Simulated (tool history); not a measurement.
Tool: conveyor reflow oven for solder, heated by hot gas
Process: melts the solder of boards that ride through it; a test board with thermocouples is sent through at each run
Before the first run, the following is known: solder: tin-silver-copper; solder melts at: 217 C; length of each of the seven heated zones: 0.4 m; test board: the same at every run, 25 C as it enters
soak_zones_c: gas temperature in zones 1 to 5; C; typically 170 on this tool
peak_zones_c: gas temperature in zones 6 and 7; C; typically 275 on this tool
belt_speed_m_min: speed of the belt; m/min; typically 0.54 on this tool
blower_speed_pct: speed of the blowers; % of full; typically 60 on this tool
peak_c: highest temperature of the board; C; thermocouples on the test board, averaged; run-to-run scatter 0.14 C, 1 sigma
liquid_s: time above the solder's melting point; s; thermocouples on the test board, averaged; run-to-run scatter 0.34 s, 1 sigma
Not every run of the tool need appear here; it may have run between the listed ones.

run	hour	soak_zones_c	peak_zones_c	belt_speed_m_min	blower_speed_pct	peak_c	liquid_s
1	0	170	275	0.54	60	258.2	69.1
2	10.1	170	275	0.54	60	257.9	68.7
3	21.3	168	275	0.54	60	257.7	68.1
4	30.3	168	275	0.54	60	257.5	68.2
5	37	170	275	0.54	60	257.5	69.4
6	45.8	170	275	0.54	60	257.8	69.3
7	55	170	275	0.54	60	257.8	69.1
8	62.6	174	286	0.464	60	273.3	93.9
9	74.1	174	286	0.464	60	273.5	94.1
10	82.6	164	264	0.51	52	247.2	61.7
11	93.1	178	276	0.561	86	263.1	73.1
12	105.3	178	276	0.561	54	257.2	68.7
13	111.1	178	276	0.561	54	257.4	69.7
14	117.1	172	272	0.522	84	260.6	75.4

Consider 5 possible next runs. They are alternatives, not a sequence: every one starts from the tool as it was left by run 14. What does each give?
A	127.8	163	272	0.449	84	?	?
B	127.8	170	265	0.54	60	?	?
C	127.8	170	278	0.54	51	?	?
D	127.8	172	268	0.54	60	?	?
E	127.8	168	271	0.522	84	?	?

run	peak_c	liquid_s
A	263.4	87.8
B	249	61.6
C	258.2	68.8
D	252.1	65.7
E	259.1	73.4
Take away the tool's hidden state, keep each run's random variation, and the runs would have read:
run	peak_c	liquid_s
A	263.1	87.5
B	248.8	61.5
C	258	68.6
D	251.9	65.6
E	258.9	73.2
